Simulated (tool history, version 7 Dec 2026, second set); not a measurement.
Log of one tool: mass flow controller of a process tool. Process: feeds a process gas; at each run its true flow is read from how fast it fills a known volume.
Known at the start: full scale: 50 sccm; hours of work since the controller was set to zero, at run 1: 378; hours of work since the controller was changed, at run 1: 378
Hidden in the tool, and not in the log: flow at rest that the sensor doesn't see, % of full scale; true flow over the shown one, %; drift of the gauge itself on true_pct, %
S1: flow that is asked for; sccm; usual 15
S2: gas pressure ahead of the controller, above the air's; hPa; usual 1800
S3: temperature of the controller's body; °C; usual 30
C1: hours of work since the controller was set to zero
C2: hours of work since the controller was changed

{"run": 1, "hour": 0.0, "S1": 15, "S2": 1800, "S3": 30, "C1": 378, "C2": 378, "true flow (%)": 99.9}
{"run": 2, "hour": 45.9, "S1": 15, "S2": 1800, "S3": 30, "C1": 403, "C2": 403, "true flow (%)": 99.82}
{"run": 3, "hour": 94.4, "S1": 15, "S2": 1800, "S3": 30, "C1": 430, "C2": 430, "true flow (%)": 99.87}
{"run": 4, "hour": 128.6, "S1": 15, "S2": 1800, "S3": 30, "C1": 449, "C2": 449, "true flow (%)": 100.04}
{"run": 5, "hour": 188.1, "S1": 15, "S2": 1800, "S3": 30, "C1": 482, "C2": 482, "true flow (%)": 99.95}
{"run": 6, "hour": 241.6, "S1": 15, "S2": 2740, "S3": 30, "C1": 511, "C2": 511, "true flow (%)": 99.31}
{"run": 7, "hour": 312.1, "S1": 15, "S2": 2740, "S3": 30, "C1": 551, "C2": 551, "true flow (%)": 99.36}
{"run": 8, "hour": 385.7, "S1": 15, "S2": 1800, "S3": 38, "C1": 591, "C2": 591, "true flow (%)": 100.12}
{"run": 9, "hour": 424.8, "S1": 15, "S2": 1800, "S3": 38, "C1": 613, "C2": 613, "true flow (%)": 100.14}
{"run": 10, "hour": 494.2, "S1": 15, "S2": 1800, "S3": 38, "C1": 651, "C2": 651, "true flow (%)": 100.06}
{"run": 11, "hour": 550.9, "S1": 15, "S2": 1800, "S3": 38, "C1": 683, "C2": 683, "true flow (%)": 100.1}
{"run": 12, "hour": 586.1, "S1": 15, "S2": 1570, "S3": 38, "C1": 702, "C2": 702, "true flow (%)": 100.14}
{"run": 13, "hour": 620.6, "S1": 15, "S2": 2730, "S3": 38, "C1": 722, "C2": 722, "true flow (%)": 99.39}
{"run": 14, "hour": 662.0, "S1": 15, "S2": 2730, "S3": 38, "C1": 744, "C2": 744, "true flow (%)": 99.45}
{"run": 15, "hour": 727.2, "S1": 15, "S2": 2660, "S3": 30, "C1": 781, "C2": 781, "true flow (%)": 99.4}
{"run": 16, "hour": 796.6, "S1": 15, "S2": 2660, "S3": 30, "C1": 819, "C2": 819, "true flow (%)": 99.34}
{"run": 17, "hour": 834.2, "S1": 15, "S2": 2660, "S3": 30, "C1": 840, "C2": 840, "true flow (%)": 99.29}
{"run": 18, "hour": 899.7, "S1": 15, "S2": 1800, "S3": 29, "C1": 876, "C2": 876, "true flow (%)": 99.78}
{"run": 19, "hour": 938.2, "S1": 15, "S2": 1800, "S3": 30, "C1": 898, "C2": 898, "true flow (%)": 99.84}
{"run": 20, "hour": 972.0, "S1": 15, "S2": 1800, "S3": 30, "C1": 916, "C2": 916, "true flow (%)": 99.87}
{"run": 21, "hour": 1024.0, "S1": 5, "S2": 2320, "S3": 29, "C1": 945, "C2": 945, "true flow (%)": 99.81}
{"run": 22, "hour": 1086.8, "S1": 15, "S2": 2650, "S3": 30, "C1": 980, "C2": 980, "true flow (%)": 99.47}
{"run": 23, "hour": 1166.6, "S1": 6, "S2": 1900, "S3": 30, "C1": 1024, "C2": 1024, "true flow (%)": 99.94}
{"run": 24, "hour": 1216.1, "S1": 49, "S2": 1800, "S3": 28, "C1": 1051, "C2": 1051, "true flow (%)": 100.03}
{"run": 25, "hour": 1271.4, "S1": 50, "S2": 2520, "S3": 28, "C1": 1082, "C2": 1082, "true flow (%)": 99.55}
{"run": 26, "hour": 1349.9, "S1": 15, "S2": 2510, "S3": 32, "C1": 1126, "C2": 1126, "true flow (%)": 99.39}
{"run": 27, "hour": 1431.0, "S1": 19, "S2": 2450, "S3": 30, "C1": 1171, "C2": 1171, "true flow (%)": 99.39}
{"run": 28, "hour": 1499.9, "S1": 11, "S2": 1660, "S3": 36, "C1": 1209, "C2": 1209, "true flow (%)": 99.94}
{"run": 29, "hour": 1535.9, "S1": 18, "S2": 1530, "S3": 23, "C1": 1229, "C2": 1229, "true flow (%)": 99.65}
{"run": 30, "hour": 1605.5, "S1": 18, "S2": 1520, "S3": 23, "C1": 1267, "C2": 1267, "true flow (%)": 99.73}
{"run": 31, "hour": 1646.2, "S1": 18, "S2": 1800, "S3": 29, "C1": 1290, "C2": 1290, "true flow (%)": 99.63}
{"run": 32, "hour": 1710.8, "S1": 18, "S2": 1800, "S3": 38, "C1": 1326, "C2": 1326, "true flow (%)": 99.86}
{"run": 33, "hour": 1775.0, "S1": 15, "S2": 2720, "S3": 30, "C1": 1361, "C2": 1361, "true flow (%)": 99.24}
{"run": 34, "hour": 1841.2, "S1": 20, "S2": 1800, "S3": 26, "C1": 1398, "C2": 1398, "true flow (%)": 99.59}
{"run": 35, "hour": 1887.3, "S1": 15, "S2": 2730, "S3": 29, "C1": 1423, "C2": 1423, "true flow (%)": 99.11}
{"run": 36, "hour": 1925.2, "S1": 15, "S2": 2730, "S3": 29, "C1": 1444, "C2": 1444, "true flow (%)": 99.12}
{"run": 37, "hour": 1968.0, "S1": 14, "S2": 1530, "S3": 30, "C1": 1468, "C2": 1468, "true flow (%)": 99.88}
{"run": 38, "hour": 2029.2, "S1": 15, "S2": 1790, "S3": 25, "C1": 1502, "C2": 1502, "true flow (%)": 99.47}
{"run": 39, "hour": 2107.4, "S1": 15, "S2": 1650, "S3": 26, "C1": 1545, "C2": 1545, "true flow (%)": 99.68}
{"run": 40, "hour": 2187.9, "S1": 15, "S2": 1650, "S3": 26, "C1": 1590, "C2": 1590, "true flow (%)": 99.57}

Some steps in true flow (%) between neighbouring runs. How much of each would the tool show without its hidden state too (settings, what came in, random variation), and how much is left for the hidden state, with any gauge scatter that isn't in both results?
Run 7 -> 8: S2 2740 -> 1800, S3 30 -> 38. true flow (%) +0.76: hidden state -0.01, all else +0.77.
Run 12 -> 13: S2 1570 -> 2730. true flow (%) -0.75: hidden state -0.01, all else -0.74.
Run 20 -> 21: S1 15 -> 5, S2 1800 -> 2320, S3 30 -> 29. true flow (%) -0.06: hidden state +0.38, all else -0.44.
Run 21 -> 22: S1 5 -> 15, S2 2320 -> 2650, S3 29 -> 30. true flow (%) -0.34: hidden state -0.40, all else +0.06.
Run 23 -> 24: S1 6 -> 49, S2 1900 -> 1800, S3 30 -> 28. true flow (%) +0.09: hidden state -0.45, all else +0.54.
Run 36 -> 37: S1 15 -> 14, S2 2730 -> 1530, S3 29 -> 30. true flow (%) +0.76: hidden state +0.02, all else +0.74.

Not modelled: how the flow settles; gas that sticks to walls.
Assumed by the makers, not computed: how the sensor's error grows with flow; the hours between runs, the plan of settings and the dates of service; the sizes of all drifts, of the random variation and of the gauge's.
